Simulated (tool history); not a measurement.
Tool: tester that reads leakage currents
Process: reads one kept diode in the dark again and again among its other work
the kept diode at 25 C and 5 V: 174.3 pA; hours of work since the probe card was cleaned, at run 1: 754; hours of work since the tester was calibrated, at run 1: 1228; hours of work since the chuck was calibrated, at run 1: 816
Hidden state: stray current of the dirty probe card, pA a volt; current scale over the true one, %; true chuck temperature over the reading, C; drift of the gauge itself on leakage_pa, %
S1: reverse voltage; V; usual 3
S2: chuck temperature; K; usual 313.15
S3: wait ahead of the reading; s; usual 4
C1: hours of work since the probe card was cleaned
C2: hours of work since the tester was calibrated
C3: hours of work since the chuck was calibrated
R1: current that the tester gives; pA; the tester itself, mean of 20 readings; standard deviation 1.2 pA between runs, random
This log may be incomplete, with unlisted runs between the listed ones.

Run 1, day 0: usual settings; C1 754; C2 1228; C3 816. Result: R1 346.43 pA.
At day 0.196: chuck's temperature calibrated.
Run 2, day 1.812: usual settings; C1 782; C2 1256; C3 26. Result: R1 395.02 pA.
Run 3, day 3.033: usual settings but S1 16.17 V; C1 801; C2 1276; C3 46. Result: R1 1022.81 pA.
Run 4, day 4.1: usual settings; C1 819; C2 1293; C3 63. Result: R1 392.28 pA.
Run 5, day 4.988: usual settings but S3 2.51 s; C1 833; C2 1307; C3 77. Result: R1 388.65 pA.
Run 6, day 6.038: usual settings but S3 2.51 s; C1 850; C2 1324; C3 94. Result: R1 388.32 pA.
Run 7, day 7.958: usual settings but S2 322.15 K; C1 881; C2 1355; C3 125. Result: R1 718.3 pA.
Run 8, day 9.304: usual settings; C1 903; C2 1377; C3 147. Result: R1 385.84 pA.
Run 9, day 10.988: usual settings but S1 1.93 V; C1 930; C2 1404; C3 174. Result: R1 298.15 pA.
Run 10, day 12.229: usual settings but S1 1.93 V; C1 950; C2 1424; C3 194. Result: R1 298.21 pA.
At day 12.479: probe card cleaned and baked.
Run 11, day 13.754: usual settings; C1 21; C2 1447; C3 217. Result: R1 386.72 pA.
Run 12, day 15.625: usual settings but S3 4.74 s; C1 51; C2 1477; C3 247. Result: R1 382.29 pA.
Run 13, day 16.783: usual settings but S1 4.92 V, S2 331.15 K; C1 69; C2 1495; C3 265. Result: R1 1679.49 pA.
At day 18.25: probe card cleaned and baked, once more.
Run 14, day 18.25: usual settings but S1 13.29 V, S2 307.15 K, S3 4.06 s; C1 0; C2 1517; C3 287. Result: R1 565.57 pA.
Run 15, day 19.758: usual settings but S1 13.29 V, S2 307.15 K, S3 4.06 s; C1 24; C2 1541; C3 311. Result: R1 565.68 pA.
Run 16, day 21.029: usual settings but S1 6.53 V, S2 307.15 K, S3 8.13 s; C1 45; C2 1562; C3 332. Result: R1 374.55 pA.
Run 17, day 22.15: usual settings but S1 6.53 V, S2 307.15 K, S3 8.13 s; C1 63; C2 1580; C3 350. Result: R1 376.36 pA.
Run 18, day 23.8: usual settings but S2 325.15 K; C1 89; C2 1606; C3 377. Result: R1 841.5 pA.
Run 19, day 25.758: usual settings but S1 2.6 V, S2 300.15 K; C1 121; C2 1638; C3 408. Result: R1 130.11 pA.
Run 20, day 27.021: usual settings but S1 11.65 V, S2 301.15 K; C1 141; C2 1658; C3 428. Result: R1 326.9 pA.
Run 21, day 28.712: usual settings but S1 3.68 V, S2 301.15 K; C1 169; C2 1686; C3 456. Result: R1 169.23 pA.
Run 22, day 30.512: usual settings but S2 331.15 K, S3 5.4 s; C1 198; C2 1715; C3 485. Result: R1 1215.53 pA.

Predict each of these 5 candidate next runs independently; none follows another, all start after run 22:
Run A, day 31.971: usual settings but S2 331.15 K, S3 1.44 s; C1 221; C2 1738; C3 508. Result: R1 ?.
Run B, day 31.971: usual settings but S1 2.09 V, S2 331.15 K, S3 0.86 s; C1 221; C2 1738; C3 508. Result: R1 ?.
Run C, day 31.971: usual settings but S1 1.16 V, S2 297.15 K, S3 8.57 s; C1 221; C2 1738; C3 508. Result: R1 ?.
Run D, day 31.971: usual settings but S1 6.18 V, S2 307.15 K, S3 4.99 s; C1 221; C2 1738; C3 508. Result: R1 ?.
Run E, day 31.971: usual settings but S1 16.33 V; C1 221; C2 1738; C3 508. Result: R1 ?.

run       R1
  A  1216.97
  B   982.85
  C    63.76
  D   354.14
  E   953.12
What these runs would have given with no unlogged condition in the tool:
run       R1
  A  1318.97
  B  1065.28
  C    70.35
  D   388.07
  E  1040.45
